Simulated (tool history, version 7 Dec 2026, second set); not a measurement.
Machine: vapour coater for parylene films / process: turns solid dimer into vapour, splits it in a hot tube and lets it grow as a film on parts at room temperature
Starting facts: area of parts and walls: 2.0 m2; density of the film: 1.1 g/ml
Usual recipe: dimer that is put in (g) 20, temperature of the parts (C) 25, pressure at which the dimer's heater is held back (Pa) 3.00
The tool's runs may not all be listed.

run	day	dimer that is put in (g)	temperature of the parts (C)	pressure at which the dimer's heater is held back (Pa)	thickness of the film (µm)
1	0.000	20	25	3.00	6.38
2	0.775	20	20	3.00	8.02
3	2.525	20	20	3.00	7.88
4	3.867	20	20	3.00	7.72
5	5.067	24	25	3.00	7.49
6	6.800	24	25	3.00	7.36
7	7.742	24	25	3.00	7.35
8	9.358	24	25	3.00	7.25
9	10.500	20	25	3.97	5.91
10	11.946	20	25	2.10	6.01
# day 13.196: trap's valve overhauled
11	13.467	33	25	3.00	11.19
12	14.925	20	35	3.00	4.35
13	15.775	20	35	3.00	4.31
14	16.725	20	35	3.00	4.29
15	17.996	20	25	3.00	6.63
16	19.812	20	32	3.00	4.82
17	20.575	20	25	2.67	6.52
18	21.604	20	25	3.00	6.50
19	22.962	20	25	3.00	6.36
20	24.621	20	25	3.00	6.31
21	25.712	20	25	3.00	6.36
22	26.633	20	25	3.00	6.27
23	28.383	20	19	3.00	8.03
24	29.400	11	24	6.04	3.39
25	30.279	11	24	6.04	3.37
26	32.071	11	24	6.04	3.41
27	33.704	19	27	4.31	5.10

Predict the results of run 28:
28	34.546	16	36	9.02	?

thickness of the film (µm): 2.70
Were there no unlogged condition in the tool, this run, its random variation unchanged, would have produced thickness of the film (µm) 3.04.

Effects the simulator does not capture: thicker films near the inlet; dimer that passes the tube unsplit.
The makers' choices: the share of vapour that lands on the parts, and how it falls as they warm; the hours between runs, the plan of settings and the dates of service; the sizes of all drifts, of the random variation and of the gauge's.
